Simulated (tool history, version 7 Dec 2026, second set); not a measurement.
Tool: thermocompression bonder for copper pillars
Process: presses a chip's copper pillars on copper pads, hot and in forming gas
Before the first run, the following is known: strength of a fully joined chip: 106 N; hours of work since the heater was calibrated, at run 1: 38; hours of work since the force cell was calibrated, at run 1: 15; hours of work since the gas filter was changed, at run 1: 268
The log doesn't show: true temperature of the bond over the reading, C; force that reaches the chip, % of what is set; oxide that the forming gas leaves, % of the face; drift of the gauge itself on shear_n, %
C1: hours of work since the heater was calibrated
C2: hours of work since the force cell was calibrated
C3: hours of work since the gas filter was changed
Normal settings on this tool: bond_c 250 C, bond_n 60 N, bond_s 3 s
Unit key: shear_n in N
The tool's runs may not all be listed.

run 1 hour=0 | bond_c=250 bond_n=60 bond_s=3 | C1=38 C2=15 C3=268 | shear_n=37.7
run 2 hour=6.9 | bond_c=250 bond_n=73 bond_s=3 | C1=42 C2=19 C3=272 | shear_n=42.6
run 3 hour=18 | bond_c=250 bond_n=73 bond_s=3 | C1=48 C2=25 C3=278 | shear_n=42.1
run 4 hour=33.3 | bond_c=250 bond_n=73 bond_s=3 | C1=57 C2=34 C3=287 | shear_n=42.3
run 5 hour=47.2 | bond_c=250 bond_n=60 bond_s=3 | C1=64 C2=41 C3=294 | shear_n=36.8
run 6 hour=53.7 | bond_c=250 bond_n=60 bond_s=3 | C1=68 C2=45 C3=298 | shear_n=37.8
run 7 hour=65.5 | bond_c=250 bond_n=60 bond_s=3 | C1=75 C2=52 C3=304 | shear_n=38
run 8 hour=75.6 | bond_c=250 bond_n=60 bond_s=3 | C1=80 C2=57 C3=310 | shear_n=38.4
run 9 hour=86 | bond_c=250 bond_n=60 bond_s=3 | C1=86 C2=63 C3=316 | shear_n=38.4
run 10 hour=99.6 | bond_c=250 bond_n=60 bond_s=3 | C1=93 C2=70 C3=323 | shear_n=38
run 11 hour=107.7 | bond_c=250 bond_n=60 bond_s=3 | C1=98 C2=75 C3=328 | shear_n=38.4
run 12 hour=117.9 | bond_c=250 bond_n=60 bond_s=3 | C1=103 C2=80 C3=333 | shear_n=38
-- hour=120.2 force cell calibrated
-- hour=125.7 forming gas filter changed
run 13 hour=127 | bond_c=273 bond_n=60 bond_s=3 | C1=107 C2=4 C3=1 | shear_n=52.6
run 14 hour=136.2 | bond_c=250 bond_n=60 bond_s=3 | C1=112 C2=9 C3=6 | shear_n=41.8
run 15 hour=149.6 | bond_c=233 bond_n=60 bond_s=3 | C1=120 C2=16 C3=13 | shear_n=34.2
run 16 hour=162.1 | bond_c=233 bond_n=60 bond_s=3 | C1=127 C2=23 C3=20 | shear_n=34.7
run 17 hour=170.5 | bond_c=274 bond_n=60 bond_s=3 | C1=131 C2=27 C3=25 | shear_n=52.8
-- hour=180.2 force cell calibrated, once more
run 18 hour=184.2 | bond_c=274 bond_n=52 bond_s=2 | C1=138 C2=2 C3=31 | shear_n=41.4
run 19 hour=196 | bond_c=239 bond_n=52 bond_s=5 | C1=145 C2=9 C3=38 | shear_n=40.6
run 20 hour=210.1 | bond_c=257 bond_n=56 bond_s=2 | C1=152 C2=16 C3=46 | shear_n=36.4
run 21 hour=219.2 | bond_c=222 bond_n=51 bond_s=4 | C1=157 C2=21 C3=51 | shear_n=31.2
run 22 hour=227.1 | bond_c=222 bond_n=51 bond_s=4 | C1=162 C2=26 C3=55 | shear_n=31.5
run 23 hour=238.2 | bond_c=222 bond_n=51 bond_s=6 | C1=168 C2=32 C3=61 | shear_n=37
run 24 hour=247.6 | bond_c=222 bond_n=51 bond_s=6 | C1=173 C2=37 C3=66 | shear_n=36.5
run 25 hour=259.2 | bond_c=222 bond_n=51 bond_s=6 | C1=179 C2=44 C3=73 | shear_n=36.7
run 26 hour=271.3 | bond_c=222 bond_n=51 bond_s=6 | C1=186 C2=50 C3=79 | shear_n=36.4
run 27 hour=283.7 | bond_c=222 bond_n=51 bond_s=6 | C1=193 C2=57 C3=86 | shear_n=36.9
run 28 hour=295.1 | bond_c=276 bond_n=65 bond_s=3 | C1=199 C2=63 C3=93 | shear_n=55.3
run 29 hour=308.9 | bond_c=276 bond_n=65 bond_s=3 | C1=207 C2=71 C3=100 | shear_n=54.8
run 30 hour=316.4 | bond_c=276 bond_n=65 bond_s=8 | C1=211 C2=75 C3=104 | shear_n=73.9
run 31 hour=327.5 | bond_c=241 bond_n=65 bond_s=8 | C1=217 C2=81 C3=110 | shear_n=56.8

Predict each of these 3 candidate next runs independently; none follows another, all start after run 31:
run A hour=335.8 | bond_c=239 bond_n=60 bond_s=3 | C1=222 C2=86 C3=115 | shear_n=?
run B hour=335.8 | bond_c=259 bond_n=60 bond_s=2 | C1=222 C2=86 C3=115 | shear_n=?
run C hour=335.8 | bond_c=220 bond_n=55 bond_s=6 | C1=222 C2=86 C3=115 | shear_n=?

run=A shear_n=36.3
run=B shear_n=38.8
run=C shear_n=37.8
Had the tool no hidden state, the same runs would have come out as:
run=A shear_n=36.1
run=B shear_n=38.7
run=C shear_n=37.4
